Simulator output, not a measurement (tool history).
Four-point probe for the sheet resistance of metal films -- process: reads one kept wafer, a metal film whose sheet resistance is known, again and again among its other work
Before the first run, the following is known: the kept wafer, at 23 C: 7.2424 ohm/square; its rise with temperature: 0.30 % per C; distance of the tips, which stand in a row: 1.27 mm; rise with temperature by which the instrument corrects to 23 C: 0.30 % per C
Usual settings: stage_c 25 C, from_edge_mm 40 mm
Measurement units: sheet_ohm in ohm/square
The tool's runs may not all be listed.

{"run": 1, "day": 0.0, "stage_c": 25, "from_edge_mm": 40, "sheet_ohm": 7.245858}
{"run": 2, "day": 5.054, "stage_c": 25, "from_edge_mm": 40, "sheet_ohm": 7.246471}
{"run": 3, "day": 7.8, "stage_c": 25, "from_edge_mm": 40, "sheet_ohm": 7.249903}
{"run": 4, "day": 10.058, "stage_c": 25, "from_edge_mm": 40, "sheet_ohm": 7.250747}
{"run": 5, "day": 14.942, "stage_c": 25, "from_edge_mm": 40, "sheet_ohm": 7.251086}
{"run": 6, "day": 19.167, "stage_c": 25, "from_edge_mm": 40, "sheet_ohm": 7.253251}
{"run": 7, "day": 22.838, "stage_c": 29, "from_edge_mm": 40, "sheet_ohm": 7.252571}
{"run": 8, "day": 25.725, "stage_c": 26, "from_edge_mm": 40, "sheet_ohm": 7.256361}
{"run": 9, "day": 29.704, "stage_c": 25, "from_edge_mm": 46, "sheet_ohm": 7.257721}
{"run": 10, "day": 34.746, "stage_c": 25, "from_edge_mm": 40, "sheet_ohm": 7.257753}
{"run": 11, "day": 39.783, "stage_c": 25, "from_edge_mm": 40, "sheet_ohm": 7.257665}
{"run": 12, "day": 44.342, "stage_c": 25, "from_edge_mm": 40, "sheet_ohm": 7.259933}
{"run": 13, "day": 49.783, "stage_c": 25, "from_edge_mm": 40, "sheet_ohm": 7.262995}
{"run": 14, "day": 52.475, "stage_c": 25, "from_edge_mm": 40, "sheet_ohm": 7.26522}
{"run": 15, "day": 55.504, "stage_c": 25, "from_edge_mm": 40, "sheet_ohm": 7.263021}
{"day": 55.867, "done": "stage's thermometer calibrated"}
{"run": 16, "day": 58.321, "stage_c": 25, "from_edge_mm": 40, "sheet_ohm": 7.265187}
{"run": 17, "day": 61.754, "stage_c": 24, "from_edge_mm": 40, "sheet_ohm": 7.271562}
{"run": 18, "day": 67.121, "stage_c": 24, "from_edge_mm": 40, "sheet_ohm": 7.269976}
{"run": 19, "day": 71.0, "stage_c": 24, "from_edge_mm": 40, "sheet_ohm": 7.272021}
{"run": 20, "day": 75.112, "stage_c": 24, "from_edge_mm": 40, "sheet_ohm": 7.270479}
{"day": 78.375, "done": "stage's thermometer calibrated, once more"}
{"run": 21, "day": 79.721, "stage_c": 24, "from_edge_mm": 40, "sheet_ohm": 7.258115}
{"run": 22, "day": 82.921, "stage_c": 19, "from_edge_mm": 40, "sheet_ohm": 7.256525}
{"run": 23, "day": 86.229, "stage_c": 19, "from_edge_mm": 32, "sheet_ohm": 7.261651}
{"run": 24, "day": 88.8, "stage_c": 19, "from_edge_mm": 32, "sheet_ohm": 7.261649}
{"run": 25, "day": 93.908, "stage_c": 23, "from_edge_mm": 50, "sheet_ohm": 7.258851}
{"run": 26, "day": 98.167, "stage_c": 23, "from_edge_mm": 50, "sheet_ohm": 7.26226}
{"run": 27, "day": 102.462, "stage_c": 22, "from_edge_mm": 42, "sheet_ohm": 7.262477}
{"run": 28, "day": 105.425, "stage_c": 22, "from_edge_mm": 42, "sheet_ohm": 7.266214}
{"run": 29, "day": 110.858, "stage_c": 23, "from_edge_mm": 17, "sheet_ohm": 7.283423}
{"run": 30, "day": 113.679, "stage_c": 33, "from_edge_mm": 9, "sheet_ohm": 7.341538}
{"run": 31, "day": 116.958, "stage_c": 33, "from_edge_mm": 9, "sheet_ohm": 7.34023}
{"run": 32, "day": 121.2, "stage_c": 20, "from_edge_mm": 33, "sheet_ohm": 7.2747}
{"run": 33, "day": 124.046, "stage_c": 20, "from_edge_mm": 33, "sheet_ohm": 7.27807}
{"run": 34, "day": 126.433, "stage_c": 20, "from_edge_mm": 33, "sheet_ohm": 7.274112}
{"run": 35, "day": 131.229, "stage_c": 20, "from_edge_mm": 33, "sheet_ohm": 7.274965}
{"run": 36, "day": 135.038, "stage_c": 32, "from_edge_mm": 12, "sheet_ohm": 7.314608}
{"run": 37, "day": 137.562, "stage_c": 32, "from_edge_mm": 12, "sheet_ohm": 7.315559}
{"run": 38, "day": 139.946, "stage_c": 20, "from_edge_mm": 7, "sheet_ohm": 7.403185}
{"run": 39, "day": 142.538, "stage_c": 20, "from_edge_mm": 7, "sheet_ohm": 7.400554}
{"run": 40, "day": 147.775, "stage_c": 20, "from_edge_mm": 40, "sheet_ohm": 7.278805}
{"run": 41, "day": 150.829, "stage_c": 29, "from_edge_mm": 15, "sheet_ohm": 7.305411}
{"run": 42, "day": 154.583, "stage_c": 29, "from_edge_mm": 5, "sheet_ohm": 7.52315}
{"run": 43, "day": 159.908, "stage_c": 29, "from_edge_mm": 26, "sheet_ohm": 7.287679}
{"run": 44, "day": 164.55, "stage_c": 29, "from_edge_mm": 26, "sheet_ohm": 7.291423}

Alternative continuations, all from the tool just after run 44; predict every row:
{"run": "A", "day": 166.833, "stage_c": 30, "from_edge_mm": 45, "sheet_ohm": "?"}
{"run": "B", "day": 166.833, "stage_c": 19, "from_edge_mm": 26, "sheet_ohm": "?"}
{"run": "C", "day": 166.833, "stage_c": 28, "from_edge_mm": 48, "sheet_ohm": "?"}
{"run": "D", "day": 166.833, "stage_c": 33, "from_edge_mm": 26, "sheet_ohm": "?"}

run=A sheet_ohm=7.286733
run=B sheet_ohm=7.294102
run=C sheet_ohm=7.283994
run=D sheet_ohm=7.290469
What these runs would have given with no unlogged condition in the tool:
run=A sheet_ohm=7.246798
run=B sheet_ohm=7.253983
run=C sheet_ohm=7.244048
run=D sheet_ohm=7.250553

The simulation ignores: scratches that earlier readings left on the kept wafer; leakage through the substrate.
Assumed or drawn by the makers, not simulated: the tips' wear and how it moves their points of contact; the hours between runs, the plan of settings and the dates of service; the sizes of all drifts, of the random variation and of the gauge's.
